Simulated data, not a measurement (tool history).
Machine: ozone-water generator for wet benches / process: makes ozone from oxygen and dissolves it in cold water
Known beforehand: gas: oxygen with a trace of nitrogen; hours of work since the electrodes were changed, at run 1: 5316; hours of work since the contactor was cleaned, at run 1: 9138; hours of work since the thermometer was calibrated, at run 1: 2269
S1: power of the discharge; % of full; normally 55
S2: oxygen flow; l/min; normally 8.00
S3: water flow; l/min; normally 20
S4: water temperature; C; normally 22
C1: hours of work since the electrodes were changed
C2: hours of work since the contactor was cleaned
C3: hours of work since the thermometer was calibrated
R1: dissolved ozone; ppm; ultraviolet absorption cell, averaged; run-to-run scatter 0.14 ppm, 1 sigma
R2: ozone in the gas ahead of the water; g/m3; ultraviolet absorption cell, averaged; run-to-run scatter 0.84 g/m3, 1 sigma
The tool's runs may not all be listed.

run    hour  S1     S2  S3  S4    C1    C2    C3    R1     R2
  1     0.0  55   8.00  20  22  5316  9138  2269  13.0  118.1
  2   155.1  55   8.00  20  26  5457  9279  2410  12.0  119.0
  3   334.0  55   8.00  20  26  5620  9442  2572  12.1  118.0
      460.6  -- contactor cleaned
  4   485.4  55   8.00  20  26  5754    23  2706  10.7  117.5
  5   574.3  55   8.00  20  26  5835   103  2787  10.7  117.2
  6   682.3  55   8.00  28  22  5933   201  2885   8.7  117.2
  7   838.8  55   8.00  28  22  6075   344  3027   8.6  117.0
  8   934.5  55  14.15  28  22  6162   431  3114   8.7   91.8
     1043.0  -- contactor cleaned, once more
  9  1122.1  55   7.26  28  22  6329    72  3281  10.7  119.6
 10  1308.9  55   8.00  20  22  6499   242  3451  13.8  115.9
 11  1441.2  55   8.00  20  22  6619   362  3571  13.8  115.4
 12  1595.0  55   8.00  20  22  6759   502  3711  13.7  114.1
 13  1779.5  55   8.00  20  22  6927   669  3879  13.3  113.8
     1925.0  -- water thermometer calibrated
 14  1925.0  55   8.00  20  22  7059   801     0  13.7  114.2
 15  2056.5  55   8.00  20  22  7178   921   120  13.8  114.3
 16  2184.2  55   8.00  20  27  7294  1037   236  12.3  112.9
 17  2354.4  55   8.00  20  27  7449  1192   390  12.3  111.8
 18  2467.1  91  11.66  17  22  7551  1294   493  18.4  121.0
 19  2563.7  91   9.03  17  27  7639  1382   581  17.0  134.2
 20  2655.6  91   9.03  17  27  7723  1465   664  16.8  134.7
 21  2854.1  55   7.03  14  22  7903  1646   845  16.6  118.2
 22  3051.1  55   7.03  14  22  8082  1825  1024  16.9  116.1
 23  3249.7  55   7.22  14  15  8263  2006  1204  18.9  114.2
 24  3427.1  57   8.00  30  22  8424  2167  1365   9.6  110.8
 25  3628.1  55   4.30  18  24  8607  2349  1548  13.0  141.1
 26  3814.8  78   5.10  18  24  8776  2519  1718  15.4  151.7
 27  4005.0  78   5.10  18  24  8949  2692  1891  15.4  151.6
 28  4214.1  78   5.10  14  24  9139  2882  2081  18.1  151.8
 29  4380.5  63   8.00  20  25  9291  3033  2232  12.5  113.3
 30  4493.2  63   8.00  20  25  9393  3136  2335  12.7  112.6
 31  4662.2  55   5.81  20  21  9547  3289  2488  12.5  121.5
 32  4851.2  55  14.38  17  14  9718  3461  2660  15.7   82.9
 33  4944.6  89   8.00  20  22  9803  3546  2745  15.1  129.0
 34  5038.4  55   8.00  30  22  9889  3632  2830   8.7  103.9

Here are 3 independent what-if runs from the current tool condition. What would each one return?
  A  5139.6  55  8.00  15  20  9981  3723  2922   ?   ?
  B  5139.6  96  8.00  30  14  9981  3723  2922   ?   ?
  C  5139.6  55  8.00  20  22  9981  3723  2922   ?   ?

run    R1     R2
  A  15.3  105.1
  B  12.4  133.4
  C  12.4  104.4
With the hidden condition removed and each run's random variation left untouched, the same runs would have given:
run    R1     R2
  A  20.5  135.7
  B  18.3  187.0
  C  16.6  135.0

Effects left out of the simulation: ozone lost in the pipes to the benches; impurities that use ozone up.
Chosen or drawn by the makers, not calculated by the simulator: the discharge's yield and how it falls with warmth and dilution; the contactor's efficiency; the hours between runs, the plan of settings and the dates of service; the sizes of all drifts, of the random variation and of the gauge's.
